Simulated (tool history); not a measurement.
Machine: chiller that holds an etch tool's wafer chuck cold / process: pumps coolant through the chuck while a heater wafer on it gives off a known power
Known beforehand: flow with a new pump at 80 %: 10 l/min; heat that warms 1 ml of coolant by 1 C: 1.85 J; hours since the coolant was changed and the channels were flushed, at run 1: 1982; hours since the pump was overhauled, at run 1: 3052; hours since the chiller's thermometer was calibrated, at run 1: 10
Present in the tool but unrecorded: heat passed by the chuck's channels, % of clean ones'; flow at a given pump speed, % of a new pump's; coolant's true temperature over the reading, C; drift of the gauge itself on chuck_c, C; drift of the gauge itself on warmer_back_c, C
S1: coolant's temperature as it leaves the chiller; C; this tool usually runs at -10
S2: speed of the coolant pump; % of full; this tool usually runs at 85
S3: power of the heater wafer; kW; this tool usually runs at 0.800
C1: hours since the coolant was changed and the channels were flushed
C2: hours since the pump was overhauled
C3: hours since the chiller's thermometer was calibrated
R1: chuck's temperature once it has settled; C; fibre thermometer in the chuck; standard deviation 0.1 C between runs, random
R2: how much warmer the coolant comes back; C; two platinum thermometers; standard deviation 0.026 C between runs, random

{"run": 1, "hour": 0.0, "S1": -10, "S2": 85, "S3": 0.8, "C1": 1982, "C2": 3052, "C3": 10, "R1": -0.9, "R2": 2.61}
{"run": 2, "hour": 88.4, "S1": -10, "S2": 85, "S3": 0.8, "C1": 2071, "C2": 3140, "C3": 98, "R1": -0.7, "R2": 2.65}
{"run": 3, "hour": 219.3, "S1": -10, "S2": 85, "S3": 0.8, "C1": 2202, "C2": 3271, "C3": 229, "R1": -0.5, "R2": 2.63}
{"run": 4, "hour": 285.6, "S1": -10, "S2": 85, "S3": 1.133, "C1": 2268, "C2": 3337, "C3": 295, "R1": 3.4, "R2": 3.81}
{"run": 5, "hour": 362.3, "S1": -4, "S2": 85, "S3": 0.8, "C1": 2345, "C2": 3414, "C3": 372, "R1": 5.7, "R2": 2.65}
{"run": 6, "hour": 463.1, "S1": -10, "S2": 68, "S3": 0.8, "C1": 2445, "C2": 3515, "C3": 473, "R1": 1.1, "R2": 3.41}
{"run": 7, "hour": 519.4, "S1": -10, "S2": 85, "S3": 0.8, "C1": 2502, "C2": 3571, "C3": 529, "R1": -0.3, "R2": 2.65}
{"run": 8, "hour": 579.2, "S1": -10, "S2": 85, "S3": 0.8, "C1": 2561, "C2": 3631, "C3": 589, "R1": -0.2, "R2": 2.68}
{"run": 9, "hour": 690.5, "S1": -10, "S2": 85, "S3": 0.8, "C1": 2673, "C2": 3742, "C3": 700, "R1": -0.2, "R2": 2.76}
{"run": 10, "hour": 792.9, "S1": -10, "S2": 98, "S3": 0.8, "C1": 2775, "C2": 3845, "C3": 803, "R1": -0.9, "R2": 2.28}
{"run": 11, "hour": 891.8, "S1": -10, "S2": 98, "S3": 0.8, "C1": 2874, "C2": 3943, "C3": 902, "R1": -0.8, "R2": 2.34}
{"run": 12, "hour": 950.5, "S1": -15, "S2": 85, "S3": 0.8, "C1": 2933, "C2": 4002, "C3": 960, "R1": -4.9, "R2": 2.74}
{"run": 13, "hour": 1026.9, "S1": -15, "S2": 85, "S3": 0.8, "C1": 3009, "C2": 4079, "C3": 1037, "R1": -4.9, "R2": 2.67}
{"run": 14, "hour": 1110.1, "S1": -15, "S2": 85, "S3": 0.8, "C1": 3092, "C2": 4162, "C3": 1120, "R1": -4.6, "R2": 2.69}
{"run": 15, "hour": 1174.1, "S1": -10, "S2": 85, "S3": 0.8, "C1": 3156, "C2": 4226, "C3": 1184, "R1": 0.3, "R2": 2.78}
{"run": 16, "hour": 1291.1, "S1": -10, "S2": 76, "S3": 0.8, "C1": 3273, "C2": 4343, "C3": 1301, "R1": 1.2, "R2": 3.13}
{"hour": 1372.7, "done": "coolant changed, channels flushed"}
{"run": 17, "hour": 1382.9, "S1": -7, "S2": 68, "S3": 0.683, "C1": 10, "C2": 4429, "C3": 1387, "R1": 2.0, "R2": 3.02}
{"run": 18, "hour": 1439.5, "S1": -8, "S2": 95, "S3": 0.8, "C1": 67, "C2": 4485, "C3": 1443, "R1": 0.5, "R2": 2.53}
{"run": 19, "hour": 1533.1, "S1": -7, "S2": 84, "S3": 0.8, "C1": 160, "C2": 4579, "C3": 1537, "R1": 2.2, "R2": 2.84}
{"run": 20, "hour": 1670.6, "S1": -7, "S2": 84, "S3": 1.076, "C1": 298, "C2": 4716, "C3": 1674, "R1": 5.4, "R2": 3.83}
{"run": 21, "hour": 1766.2, "S1": -1, "S2": 78, "S3": 0.402, "C1": 394, "C2": 4812, "C3": 1770, "R1": 4.1, "R2": 1.57}
{"run": 22, "hour": 1825.0, "S1": -16, "S2": 72, "S3": 0.8, "C1": 452, "C2": 4871, "C3": 1829, "R1": -5.2, "R2": 3.35}
{"run": 23, "hour": 1896.9, "S1": -16, "S2": 78, "S3": 0.8, "C1": 524, "C2": 4943, "C3": 1901, "R1": -6.1, "R2": 3.13}
{"run": 24, "hour": 1953.0, "S1": -16, "S2": 78, "S3": 0.8, "C1": 580, "C2": 4999, "C3": 1957, "R1": -5.9, "R2": 3.09}
{"run": 25, "hour": 2070.7, "S1": -16, "S2": 78, "S3": 0.8, "C1": 698, "C2": 5116, "C3": 2074, "R1": -5.7, "R2": 3.11}
{"run": 26, "hour": 2185.4, "S1": -16, "S2": 78, "S3": 0.8, "C1": 813, "C2": 5231, "C3": 2189, "R1": -5.8, "R2": 3.14}
{"run": 27, "hour": 2284.5, "S1": -16, "S2": 78, "S3": 0.8, "C1": 912, "C2": 5330, "C3": 2288, "R1": -5.5, "R2": 3.17}
{"run": 28, "hour": 2394.7, "S1": -12, "S2": 88, "S3": 0.8, "C1": 1022, "C2": 5440, "C3": 2399, "R1": -2.4, "R2": 2.77}
{"run": 29, "hour": 2521.6, "S1": -12, "S2": 88, "S3": 0.8, "C1": 1149, "C2": 5567, "C3": 2525, "R1": -2.2, "R2": 2.75}
{"run": 30, "hour": 2648.3, "S1": -4, "S2": 71, "S3": 0.68, "C1": 1276, "C2": 5694, "C3": 2652, "R1": 5.7, "R2": 3.0}
{"hour": 2741.0, "done": "coolant pump overhauled"}
{"run": 31, "hour": 2752.3, "S1": -10, "S2": 96, "S3": 0.8, "C1": 1375, "C2": 11, "C3": 2751, "R1": -1.3, "R2": 2.1}

Forecast each of these 5 alternatives for the next run:
{"run": "A", "hour": 2888.4, "S1": -8, "S2": 96, "S3": 0.8, "C1": 1511, "C2": 147, "C3": 2887, "R1": "?", "R2": "?"}
{"run": "B", "hour": 2888.4, "S1": -10, "S2": 72, "S3": 0.451, "C1": 1511, "C2": 147, "C3": 2887, "R1": "?", "R2": "?"}
{"run": "C", "hour": 2888.4, "S1": -11, "S2": 63, "S3": 0.782, "C1": 1511, "C2": 147, "C3": 2887, "R1": "?", "R2": "?"}
{"run": "D", "hour": 2888.4, "S1": -10, "S2": 63, "S3": 0.8, "C1": 1511, "C2": 147, "C3": 2887, "R1": "?", "R2": "?"}
{"run": "E", "hour": 2888.4, "S1": -5, "S2": 85, "S3": 0.8, "C1": 1511, "C2": 147, "C3": 2887, "R1": "?", "R2": "?"}

run=A R1=0.7 R2=2.13
run=B R1=-3.7 R2=1.66
run=C R1=0.1 R2=3.31
run=D R1=1.1 R2=3.29
run=E R1=4.4 R2=2.40
With no hidden state in the tool, these same runs would have given:
run=A R1=-0.7 R2=2.14
run=B R1=-4.9 R2=1.66
run=C R1=-1.3 R2=3.32
run=D R1=-0.4 R2=3.30
run=E R1=3.0 R2=2.40
